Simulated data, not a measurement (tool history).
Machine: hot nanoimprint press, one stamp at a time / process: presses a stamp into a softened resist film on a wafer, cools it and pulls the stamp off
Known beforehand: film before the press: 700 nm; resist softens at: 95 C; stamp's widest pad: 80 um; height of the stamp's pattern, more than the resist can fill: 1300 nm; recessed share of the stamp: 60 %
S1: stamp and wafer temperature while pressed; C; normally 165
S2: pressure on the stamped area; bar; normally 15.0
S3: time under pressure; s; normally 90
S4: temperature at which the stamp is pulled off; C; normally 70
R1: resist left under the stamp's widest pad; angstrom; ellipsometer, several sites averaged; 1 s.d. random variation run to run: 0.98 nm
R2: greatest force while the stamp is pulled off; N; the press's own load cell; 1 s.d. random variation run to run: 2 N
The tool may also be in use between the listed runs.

Run 1, hour 0.0: usual settings. Result: R1 2784 angstrom, R2 165 N.
Run 2, hour 15.7: usual settings. Result: R1 2778 angstrom, R2 169 N.
Run 3, hour 24.5: usual settings. Result: R1 2790 angstrom, R2 168 N.
Run 4, hour 32.7: usual settings. Result: R1 2776 angstrom, R2 172 N.
Run 5, hour 52.2: usual settings. Result: R1 2788 angstrom, R2 170 N.
Run 6, hour 67.0: usual settings. Result: R1 2823 angstrom, R2 171 N.
Run 7, hour 77.0: usual settings. Result: R1 2802 angstrom, R2 171 N.
Run 8, hour 94.0: usual settings. Result: R1 2802 angstrom, R2 172 N.
Run 9, hour 107.0: usual settings. Result: R1 2803 angstrom, R2 175 N.
Run 10, hour 126.2: usual settings. Result: R1 2818 angstrom, R2 170 N.
Run 11, hour 144.3: usual settings. Result: R1 2803 angstrom, R2 171 N.
Run 12, hour 156.9: usual settings. Result: R1 2821 angstrom, R2 172 N.
Run 13, hour 169.6: usual settings. Result: R1 2827 angstrom, R2 173 N.
Run 14, hour 187.4: usual settings. Result: R1 2802 angstrom, R2 170 N.
Run 15, hour 196.7: usual settings. Result: R1 2797 angstrom, R2 170 N.
Run 16, hour 214.6: usual settings but S2 21.3 bar. Result: R1 2357 angstrom, R2 168 N.
Run 17, hour 225.9: usual settings but S2 21.3 bar. Result: R1 2374 angstrom, R2 170 N.
Run 18, hour 236.8: usual settings but S2 21.3 bar. Result: R1 2360 angstrom, R2 172 N.
Run 19, hour 255.1: usual settings but S2 21.3 bar, S3 57 s, S4 66 C. Result: R1 2809 angstrom, R2 178 N.
Run 20, hour 266.4: usual settings but S2 10.4 bar, S3 159 s, S4 72 C. Result: R1 2728 angstrom, R2 168 N.
Run 21, hour 286.0: usual settings but S2 10.4 bar, S3 159 s, S4 72 C. Result: R1 2714 angstrom, R2 171 N.
Run 22, hour 304.0: usual settings but S2 10.4 bar, S3 159 s, S4 72 C. Result: R1 2686 angstrom, R2 166 N.
Run 23, hour 313.2: usual settings but S2 10.4 bar, S3 159 s, S4 72 C. Result: R1 2687 angstrom, R2 168 N.
Run 24, hour 328.1: usual settings but S1 157 C, S2 21.3 bar, S3 159 s. Result: R1 2539 angstrom, R2 174 N.
Run 25, hour 339.8: usual settings but S1 173 C, S2 11.0 bar, S3 54 s, S4 77 C. Result: R1 3053 angstrom, R2 156 N.
Run 26, hour 354.4: usual settings but S1 175 C, S2 13.1 bar, S4 72 C. Result: R1 2154 angstrom, R2 169 N.
Run 27, hour 370.4: usual settings but S1 157 C, S2 17.5 bar, S4 77 C. Result: R1 3433 angstrom, R2 158 N.
Run 28, hour 378.8: usual settings but S1 158 C, S2 9.1 bar, S3 89 s, S4 75 C. Result: R1 4406 angstrom, R2 161 N.
Run 29, hour 395.2: usual settings but S3 171 s, S4 75 C. Result: R1 2168 angstrom, R2 160 N.
Run 30, hour 406.8: usual settings but S1 161 C, S3 67 s. Result: R1 3563 angstrom, R2 172 N.
Run 31, hour 417.2: usual settings but S2 10.5 bar, S4 77 C. Result: R1 3319 angstrom, R2 160 N.

Removed from this log: 3 entries logged between the listed runs. Between which two listed runs does each belong, and how does the tool's hidden state at the listed run before it compare with that at the listed run after it?
In the gap between runs 9 and 10: plate thermocouple calibrated (hour 116.7)
  true temperature over the reading, C: -0.02 -> 0; drift of the gauge itself on residual_nm, %: 0.63 -> 0.73
  measured minus no-state result, R1: +20 -> +21 angstrom
In the gap between runs 13 and 14: stamp cleaned and given a new release coat (hour 187.4)
  grip of the stamp's worn release coat, % over a new coat's: 0.6 -> 0; drift of the gauge itself on residual_nm, %: 0.99 -> 1.06
  measured minus no-state result, R1: +28 -> +31 angstrom
In the gap between runs 21 and 22: gauge calibrated (hour 299.5)
  true temperature over the reading, C: -0.01 -> -0.02; grip of the stamp's worn release coat, % over a new coat's: 0.2 -> 0.3; drift of the gauge itself on residual_nm, %: 1.64 -> 0.03
  measured minus no-state result, R1: +46 -> +2 angstrom
